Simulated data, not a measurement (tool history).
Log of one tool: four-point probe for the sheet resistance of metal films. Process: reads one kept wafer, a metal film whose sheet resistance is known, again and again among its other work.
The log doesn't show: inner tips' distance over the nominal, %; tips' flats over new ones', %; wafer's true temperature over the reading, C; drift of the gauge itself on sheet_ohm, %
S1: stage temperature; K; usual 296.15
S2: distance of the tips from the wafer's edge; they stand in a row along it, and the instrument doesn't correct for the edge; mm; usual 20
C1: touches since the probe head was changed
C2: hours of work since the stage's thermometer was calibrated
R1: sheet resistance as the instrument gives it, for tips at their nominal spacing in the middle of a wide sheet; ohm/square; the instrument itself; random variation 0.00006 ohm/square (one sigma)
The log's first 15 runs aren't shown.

run,hour,S1,S2,C1,C2,R1
16,369.4,296.15,3,26642,283,0.301847
17,395.1,296.15,20,27276,297,0.297609
18,415.9,296.15,20,27787,308,0.297550
19,435.8,305.15,20,28277,319,0.298290
20,464.8,296.15,20,28991,335,0.297621
21,498.6,296.15,20,29823,353,0.297603
22,512.6,296.15,20,30168,361,0.297616
23,536.6,296.15,20,30757,374,0.297453
24,561.6,294.15,6,31374,387,0.298350
25,589.4,296.15,43,32057,403,0.297503

Run 26 comes next. What will it give?
26,609.6,300.15,12,32555,414,?

R1: 0.297994 ohm/square
Without the tool's hidden state the same run would have given R1 0.300099 ohm/square.

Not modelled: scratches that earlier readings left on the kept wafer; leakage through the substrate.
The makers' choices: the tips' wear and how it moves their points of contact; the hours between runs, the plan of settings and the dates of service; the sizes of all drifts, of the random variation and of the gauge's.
